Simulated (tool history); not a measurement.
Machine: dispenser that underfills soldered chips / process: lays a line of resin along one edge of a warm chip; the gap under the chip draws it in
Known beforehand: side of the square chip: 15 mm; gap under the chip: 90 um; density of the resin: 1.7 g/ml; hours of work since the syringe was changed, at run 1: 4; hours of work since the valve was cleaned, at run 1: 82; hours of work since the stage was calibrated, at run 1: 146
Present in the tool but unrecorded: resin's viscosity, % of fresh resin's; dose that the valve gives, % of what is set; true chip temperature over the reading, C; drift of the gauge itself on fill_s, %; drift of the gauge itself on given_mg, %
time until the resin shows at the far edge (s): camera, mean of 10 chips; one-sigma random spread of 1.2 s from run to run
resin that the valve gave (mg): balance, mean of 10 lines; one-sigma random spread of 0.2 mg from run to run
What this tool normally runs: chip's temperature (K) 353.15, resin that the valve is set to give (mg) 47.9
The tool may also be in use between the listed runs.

run	hour	chip's temperature (K)	resin that the valve is set to give (mg)	hours of work since the syringe was changed	hours of work since the valve was cleaned	hours of work since the stage was calibrated	time until the resin shows at the far edge (s)	resin that the valve gave (mg)
1	0.0	353.15	47.9	4	82	146	165.8	45.84
2	3.6	353.15	45.3	7	85	148	211.5	43.51
# hour 5.7: new syringe of resin
3	8.7	350.15	47.9	2	89	152	151.8	45.61
4	11.3	350.15	47.9	4	91	154	177.9	45.70
5	15.4	359.15	47.9	7	94	157	176.1	45.52
# hour 17.4: new syringe of resin
6	20.7	359.15	47.9	2	97	161	118.2	45.56
7	25.9	359.15	47.9	6	101	164	165.2	45.35
# hour 29.1: new syringe of resin
8	30.5	359.15	47.9	1	105	168	106.3	45.35
9	33.7	359.15	47.9	3	107	170	130.0	45.25
10	38.1	359.15	47.9	7	110	173	167.4	45.22
# hour 40.6: new syringe of resin
11	42.0	359.15	47.9	1	113	176	104.3	45.04
12	45.1	359.15	47.9	3	115	178	129.1	45.17
13	49.9	353.15	56.1	7	119	182	195.7	53.08
# hour 51.9: new syringe of resin
14	55.1	358.15	59.2	2	123	186	116.6	55.77
15	57.6	339.15	55.4	4	124	187	236.3	52.08
16	61.2	339.15	55.4	7	127	190	305.8	52.21
# hour 63.5: new syringe of resin
17	66.7	351.15	55.0	2	131	194	145.5	51.50
18	72.0	343.15	60.8	6	135	198	255.8	56.69
# hour 75.1: new syringe of resin
19	75.7	343.15	55.4	0	138	201	160.8	51.40
20	78.4	363.15	59.9	2	140	203	103.6	55.60
21	83.4	347.15	57.4	6	143	206	221.0	53.25
# hour 86.7: new syringe of resin
# hour 88.0: dispensing valve cleaned and set on the balance
22	90.2	368.15	56.4	2	2	211	87.6	56.83

Branching from run 22: 4 alternative next runs. What would each branch give?
A	94.0	367.15	46.7	5	5	213	?	?
B	94.0	359.15	53.2	5	5	213	?	?
C	94.0	342.15	61.7	5	5	213	?	?
D	94.0	364.15	44.4	5	5	213	?	?

run	time until the resin shows at the far edge (s)	resin that the valve gave (mg)
A	116.0	46.69
B	140.9	53.36
C	227.0	61.47
D	124.2	44.35
The same runs, with their run-to-run variation unchanged, on a tool lacking any hidden condition would have given:
run	time until the resin shows at the far edge (s)	resin that the valve gave (mg)
A	76.6	46.85
B	93.3	53.54
C	150.0	61.68
D	82.1	44.50
